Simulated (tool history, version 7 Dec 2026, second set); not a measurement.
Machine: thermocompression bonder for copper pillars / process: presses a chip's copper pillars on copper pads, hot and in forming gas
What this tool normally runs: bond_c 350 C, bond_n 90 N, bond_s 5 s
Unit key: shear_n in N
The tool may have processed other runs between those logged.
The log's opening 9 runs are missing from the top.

| run | day | bond_c | bond_n | bond_s | hours of work since the heater was calibrated | hours of work since the force cell was calibrated | hours of work since the gas filter was changed | shear_n |
|---|---|---|---|---|---|---|---|---|
| 10 | 16.471 | 370 | 90 | 5 | 1484 | 476 | 72 | 93.5 |
| 11 | 17.871 | 370 | 90 | 5 | 1504 | 496 | 92 | 91.7 |
|  | 18.212 | heater calibrated with a thermocouple chip |
| 12 | 19.492 | 370 | 90 | 5 | 18 | 518 | 114 | 90.2 |
| 13 | 22.167 | 370 | 90 | 5 | 56 | 556 | 152 | 88.4 |
| 14 | 23.692 | 350 | 90 | 5 | 78 | 578 | 173 | 77 |
| 15 | 24.842 | 350 | 105 | 5 | 94 | 594 | 189 | 87.5 |
| 16 | 26.438 | 350 | 90 | 5 | 117 | 617 | 212 | 74.8 |
| 17 | 29.062 | 350 | 90 | 5 | 154 | 654 | 249 | 73.6 |
| 18 | 31.45 | 350 | 90 | 5 | 188 | 688 | 283 | 73.7 |
| 19 | 32.804 | 350 | 90 | 5 | 207 | 707 | 302 | 71.3 |
| 20 | 34.846 | 350 | 75 | 6 | 236 | 736 | 331 | 66.5 |
| 21 | 36.638 | 362 | 79 | 6 | 261 | 761 | 357 | 74.6 |
| 22 | 38.954 | 353 | 77 | 3 | 294 | 794 | 390 | 54.2 |
|  | 40 | forming gas filter changed |
| 23 | 40.704 | 353 | 68 | 8 | 319 | 819 | 10 | 73.4 |
|  | 41.104 | force cell calibrated |
| 24 | 42.671 | 354 | 91 | 5 | 346 | 22 | 37 | 85.5 |
| 25 | 43.762 | 350 | 94 | 3 | 361 | 38 | 52 | 75.3 |
| 26 | 45.2 | 350 | 106 | 3 | 382 | 58 | 73 | 84 |
| 27 | 46.842 | 344 | 108 | 4 | 405 | 81 | 96 | 84.8 |
| 28 | 48.292 | 344 | 108 | 4 | 425 | 102 | 117 | 83.6 |
| 29 | 50.829 | 344 | 108 | 4 | 461 | 138 | 153 | 81.3 |

For run 30, what comes out?
| 30 | 52.675 | 368 | 113 | 6 | 488 | 164 | 179 | ? |

shear_n: 101.4 N
The same run, on a tool lacking any hidden state, would have yielded shear_n 106.9 N.
